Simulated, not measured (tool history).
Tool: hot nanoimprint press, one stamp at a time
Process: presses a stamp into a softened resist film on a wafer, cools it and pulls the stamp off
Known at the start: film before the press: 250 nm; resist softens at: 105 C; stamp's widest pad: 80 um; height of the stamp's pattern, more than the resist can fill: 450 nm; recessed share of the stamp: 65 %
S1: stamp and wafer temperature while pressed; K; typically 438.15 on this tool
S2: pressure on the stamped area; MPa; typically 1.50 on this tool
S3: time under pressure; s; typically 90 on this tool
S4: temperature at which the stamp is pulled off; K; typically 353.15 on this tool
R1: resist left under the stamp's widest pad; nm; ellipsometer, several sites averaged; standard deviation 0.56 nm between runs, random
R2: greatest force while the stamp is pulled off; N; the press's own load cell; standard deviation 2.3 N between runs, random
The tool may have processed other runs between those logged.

run 1 day=0.000 | S1=438.15 S2=1.50 S3=90 S4=353.15 | R1=94.3 R2=163
-- day=0.192 plate thermocouple calibrated
run 2 day=0.662 | S1=438.15 S2=1.50 S3=90 S4=353.15 | R1=104.4 R2=165
run 3 day=1.188 | S1=438.15 S2=1.50 S3=47 S4=353.15 | R1=132.1 R2=165
run 4 day=1.683 | S1=438.15 S2=1.50 S3=47 S4=353.15 | R1=131.8 R2=168
run 5 day=2.367 | S1=438.15 S2=1.50 S3=47 S4=353.15 | R1=130.3 R2=175
run 6 day=2.992 | S1=438.15 S2=1.50 S3=47 S4=353.15 | R1=130.5 R2=165
run 7 day=3.596 | S1=438.15 S2=1.50 S3=90 S4=353.15 | R1=104.4 R2=175
run 8 day=4.333 | S1=438.15 S2=1.50 S3=90 S4=353.15 | R1=103.6 R2=176
run 9 day=5.025 | S1=432.15 S2=1.50 S3=100 S4=353.15 | R1=143.1 R2=172
-- day=6.042 stamp cleaned and given a new release coat
run 10 day=6.042 | S1=438.15 S2=1.89 S3=90 S4=353.15 | R1=92.2 R2=109
run 11 day=6.579 | S1=438.15 S2=1.89 S3=90 S4=353.15 | R1=92.4 R2=104
run 12 day=7.412 | S1=428.15 S2=1.89 S3=101 S4=344.15 | R1=160.6 R2=111

The next listed run, before its measurement:
run 13 day=8.154 | S1=428.15 S2=1.89 S3=101 S4=344.15 | R1=? R2=?

Run 13 measured R1 158.2 nm, R2 122 N.
On a tool with no hidden condition, and with the same random variation, this run would have come out at R1 161.4 nm, R2 117 N.
